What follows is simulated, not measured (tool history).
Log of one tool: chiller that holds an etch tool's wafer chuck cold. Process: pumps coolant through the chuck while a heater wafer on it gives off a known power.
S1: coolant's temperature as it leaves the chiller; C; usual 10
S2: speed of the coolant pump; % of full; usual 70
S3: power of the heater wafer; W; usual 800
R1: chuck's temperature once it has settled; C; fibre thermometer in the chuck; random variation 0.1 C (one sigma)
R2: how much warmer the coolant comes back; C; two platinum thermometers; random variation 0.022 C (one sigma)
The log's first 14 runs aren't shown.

run	hour	S1	S2	S3	R1	R2
15	985.3	10	70	800	16.6	2.22
16	1034.5	10	70	800	16.7	2.23
17	1094.8	5	68	526	9.5	1.54
# hour 1142.1: coolant pump overhauled, once more
18	1172.4	0	100	1001	6.5	1.87
19	1273.2	2	65	964	10.2	2.76
20	1355.5	10	89	800	15.4	1.72
21	1439.5	10	89	800	15.6	1.71
22	1488.8	2	94	800	7.5	1.62
23	1581.8	4	70	800	10.5	2.14
24	1648	4	70	800	10.6	2.17
25	1747.4	13	98	449	15.6	0.86
26	1835.1	20	93	989	26.7	2

Forecast run 27:
27	1931	1	75	642	?	?

R1: 6 C
R2: 1.65 C
Without the tool's hidden state the same run would have given R1 5.9 C, R2 1.65 C.

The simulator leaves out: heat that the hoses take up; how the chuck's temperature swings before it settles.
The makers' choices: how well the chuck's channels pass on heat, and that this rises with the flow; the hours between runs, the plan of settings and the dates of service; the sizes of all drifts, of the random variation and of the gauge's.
